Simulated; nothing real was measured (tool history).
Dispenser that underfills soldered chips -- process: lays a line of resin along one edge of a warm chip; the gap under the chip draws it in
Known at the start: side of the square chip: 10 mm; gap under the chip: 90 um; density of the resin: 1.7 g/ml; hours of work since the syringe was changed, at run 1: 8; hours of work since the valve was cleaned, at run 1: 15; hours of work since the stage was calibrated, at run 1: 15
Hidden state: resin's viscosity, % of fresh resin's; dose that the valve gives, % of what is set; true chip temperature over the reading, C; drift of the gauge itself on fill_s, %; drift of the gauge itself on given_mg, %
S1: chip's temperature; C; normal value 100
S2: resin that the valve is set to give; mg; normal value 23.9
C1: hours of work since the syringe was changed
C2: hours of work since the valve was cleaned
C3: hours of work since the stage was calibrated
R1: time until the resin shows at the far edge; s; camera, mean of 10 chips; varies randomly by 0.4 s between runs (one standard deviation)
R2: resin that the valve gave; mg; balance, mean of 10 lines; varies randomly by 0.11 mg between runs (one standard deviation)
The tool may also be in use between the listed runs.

run	day	S1	S2	C1	C2	C3	R1	R2
1	0.000	100	23.9	8	15	15	46.4	23.56
# day 0.212: new syringe of resin
2	0.238	100	23.9	0	18	18	27.8	23.41
3	0.500	100	23.9	5	22	22	38.2	23.37
4	0.767	100	23.9	9	27	27	50.8	23.49
# day 0.892: new syringe of resin
5	1.083	100	23.9	3	32	32	34.2	23.18
6	1.254	100	21.7	6	34	34	42.7	20.97
7	1.421	100	20.5	9	37	37	53.5	20.10
# day 1.583: new syringe of resin
8	1.679	100	20.5	2	41	41	30.8	19.78
9	1.967	109	23.9	6	46	46	30.6	23.01
10	2.183	109	23.9	10	49	49	40.5	22.97
# day 2.262: new syringe of resin
11	2.358	109	23.9	2	52	52	22.1	23.07
12	2.596	100	30.6	5	56	56	40.1	29.24
13	2.746	100	21.9	8	58	58	49.7	20.86
14	2.892	100	23.9	10	61	61	58.7	22.84
# day 2.933: new syringe of resin
15	3.108	101	23.9	3	64	64	32.0	22.70
16	3.367	101	23.9	7	68	68	43.9	22.82
17	3.562	100	30.9	10	71	71	55.1	29.10
# day 3.604: new syringe of resin
# day 3.692: dispensing valve cleaned and set on the balance
18	3.892	100	28.4	4	3	76	35.7	28.24
19	4.192	90	23.8	9	8	80	77.1	23.70
# day 4.333: new syringe of resin
20	4.417	93	30.1	1	12	84	38.6	29.93
21	4.567	93	30.1	4	14	86	45.0	29.83
22	4.788	107	23.9	7	18	90	35.9	23.56
# day 5.008: new syringe of resin
23	5.092	108	23.4	1	22	95	22.2	22.98
24	5.267	94	21.3	4	25	97	48.1	20.95
25	5.562	95	26.9	9	30	102	63.3	26.15
# day 5.679: new syringe of resin
26	5.762	86	26.6	1	33	105	52.2	25.78
27	6.042	86	26.6	6	37	110	73.6	26.15
28	6.321	86	26.6	10	42	114	100.3	25.97
# day 6.362: new syringe of resin
29	6.517	86	26.6	2	45	117	57.3	25.64
30	6.704	86	26.6	6	48	120	70.6	25.76
31	6.983	86	26.6	10	52	125	98.0	25.42
# day 7.033: new syringe of resin
32	7.258	107	28.1	4	57	129	27.0	26.85
33	7.554	86	23.6	8	61	134	89.5	22.44
# day 7.708: new syringe of resin
34	7.858	86	23.6	2	66	139	57.9	22.34
35	8.012	97	20.9	5	69	141	46.4	19.95

Results for each run, recomputed without the tool's hidden state and with each run's random variation untouched:
run	R1	R2
1	27.0	23.87
2	26.9	23.78
3	27.1	23.83
4	26.2	24.02
5	27.1	23.79
6	27.5	21.56
7	28.2	20.70
8	27.2	20.44
9	19.6	23.86
10	20.3	23.88
11	19.5	24.05
12	26.8	30.57
13	27.4	21.85
14	27.4	23.97
15	25.9	23.90
16	25.9	24.09
17	25.9	30.80
18	26.4	28.32
19	39.8	23.86
20	35.2	30.21
21	34.4	30.16
22	21.4	23.88
23	20.1	23.38
24	35.2	21.36
25	32.8	26.74
26	46.6	26.43
27	47.3	26.88
28	46.1	26.80
29	47.5	26.51
30	46.6	26.70
31	46.5	26.44
32	20.8	28.02
33	48.0	23.51
34	47.3	23.48
35	31.5	21.01
